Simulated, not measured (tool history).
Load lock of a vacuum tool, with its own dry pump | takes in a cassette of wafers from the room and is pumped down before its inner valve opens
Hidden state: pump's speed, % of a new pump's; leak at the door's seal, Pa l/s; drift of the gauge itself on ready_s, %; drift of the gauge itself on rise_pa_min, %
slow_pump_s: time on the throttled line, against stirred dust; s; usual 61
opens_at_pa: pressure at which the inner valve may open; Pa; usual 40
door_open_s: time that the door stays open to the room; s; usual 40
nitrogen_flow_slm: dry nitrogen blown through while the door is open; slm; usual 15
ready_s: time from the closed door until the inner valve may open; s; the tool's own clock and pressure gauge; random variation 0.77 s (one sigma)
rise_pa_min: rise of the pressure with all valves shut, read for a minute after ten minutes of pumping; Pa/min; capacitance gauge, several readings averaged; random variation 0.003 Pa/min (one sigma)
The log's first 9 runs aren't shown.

run    hour  slow_pump_s  opens_at_pa  door_open_s  nitrogen_flow_slm  hours that the pump has run since its overhaul  times that the door has closed on its seal  incoming humidity of the room's air, %  ready_s  rise_pa_min
 10   565.0           61           40           40                 11                                            5795                                        6495                                    43.4    125.2        0.067
 11   606.3           61           40           40                 11                                            5836                                        6629                                    43.2    125.4        0.073
 12   666.1           61           40           40                 11                                            5896                                        6823                                    44.8    125.3        0.069
 13   729.7           61           40           65                 15                                            5960                                        7030                                    41.9    125.5        0.076
 14   799.2           61           40           40                 15                                            6029                                        7256                                    44.1    127.0        0.069
 15   862.7           61           40           40                 15                                            6093                                        7462                                    47.3    126.5        0.075
 16   946.8           61           40           40                 15                                            6177                                        7735                                    48.3    125.3        0.077
 17   994.3           61           40           40                 15                                            6224                                        7889                                    46.8    126.1        0.078
 18  1067.9           61           40           40                 15                                            6298                                        8128                                    44.0    126.3        0.068
 19  1162.1           61           40           40                 15                                            6392                                        8434                                    47.1    127.0        0.080
 20  1236.4           61           28          240                  7                                            6466                                        8675                                    43.8    130.9        0.170
 21  1281.8           58           71          144                 42                                            6512                                        8823                                    45.0    118.4        0.104
 22  1376.2           99           48          224                 18                                            6606                                        9129                                    46.9    153.5        0.151
 23  1420.3           99           48          224                 18                                            6650                                        9272                                    46.9    152.8        0.148
 24  1496.0           32           40           40                  6                                            6726                                        9518                                    40.5    105.6        0.085
 25  1565.6           32           40           40                  6                                            6796                                        9744                                    45.2    106.1        0.087
 26  1626.0           32           69           25                 13                                            6856                                        9940                                    44.0     99.9        0.074
 27  1690.9           32           69           25                 13                                            6921                                       10151                                    42.9     99.6        0.076
 28  1781.1           31           70           25                 23                                            7011                                       10444                                    45.6     98.8        0.073

Run 29 comes next. What will it give?
 29  1839.5           31           70           25                 23                                            7069                                       10633                                    45.1        ?            ?

ready_s: 99.5 s
rise_pa_min: 0.080 Pa/min
Without the tool's hidden state the same run would have given ready_s 90.9 s, rise_pa_min 0.035 Pa/min.
